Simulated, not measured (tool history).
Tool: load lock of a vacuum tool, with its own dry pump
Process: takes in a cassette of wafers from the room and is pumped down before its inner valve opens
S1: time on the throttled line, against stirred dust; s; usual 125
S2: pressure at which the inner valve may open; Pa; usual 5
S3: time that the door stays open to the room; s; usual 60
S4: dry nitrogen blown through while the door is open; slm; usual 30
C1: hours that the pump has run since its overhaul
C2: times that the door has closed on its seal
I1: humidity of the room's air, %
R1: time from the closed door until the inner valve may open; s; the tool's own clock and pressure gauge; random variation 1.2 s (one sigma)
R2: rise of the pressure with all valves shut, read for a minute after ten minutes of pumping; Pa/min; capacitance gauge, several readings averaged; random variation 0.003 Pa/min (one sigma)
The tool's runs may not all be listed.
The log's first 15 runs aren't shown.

Run 16, day 175.079: usual settings but S2 6 Pa, S3 198 s; C1 13407; C2 16938; I1 44.9. Result: R1 202.3 s, R2 0.112 Pa/min.
Run 17, day 184.562: usual settings but S2 6 Pa, S3 198 s; C1 13634; C2 17256; I1 43. Result: R1 202.3 s, R2 0.119 Pa/min.
Run 18, day 197.067: usual settings but S2 8 Pa, S4 5 slm; C1 13934; C2 17675; I1 44.2. Result: R1 201.1 s, R2 0.128 Pa/min.
Run 19, day 213.096: usual settings but S2 8 Pa, S4 5 slm; C1 14319; C2 18212; I1 41.3. Result: R1 198.6 s, R2 0.134 Pa/min.
Run 20, day 220.083: usual settings but S1 145 s, S2 4 Pa, S3 102 s, S4 4 slm; C1 14487; C2 18446; I1 45.5. Result: R1 226.1 s, R2 0.149 Pa/min.
Run 21, day 235.104: usual settings but S1 145 s, S2 4 Pa, S3 102 s, S4 4 slm; C1 14847; C2 18950; I1 43.5. Result: R1 227.3 s, R2 0.148 Pa/min.
Run 22, day 243.188: usual settings but S1 145 s, S2 4 Pa, S3 102 s, S4 4 slm; C1 15041; C2 19221; I1 42.5. Result: R1 226.5 s, R2 0.152 Pa/min.
Run 23, day 255.079: usual settings but S3 98 s; C1 15327; C2 19620; I1 43.4. Result: R1 207.2 s, R2 0.124 Pa/min.

Forecast run 24:
Run 24, day 268.838: usual settings but S3 98 s; C1 15657; C2 20081; I1 44.7. Result: R1 ?, R2 ?.

{"run 24": {"R1": 207, "R2": 0.125}}
Without the tool's hidden state the same run would have given R1 195.3 s, R2 0.036 Pa/min.

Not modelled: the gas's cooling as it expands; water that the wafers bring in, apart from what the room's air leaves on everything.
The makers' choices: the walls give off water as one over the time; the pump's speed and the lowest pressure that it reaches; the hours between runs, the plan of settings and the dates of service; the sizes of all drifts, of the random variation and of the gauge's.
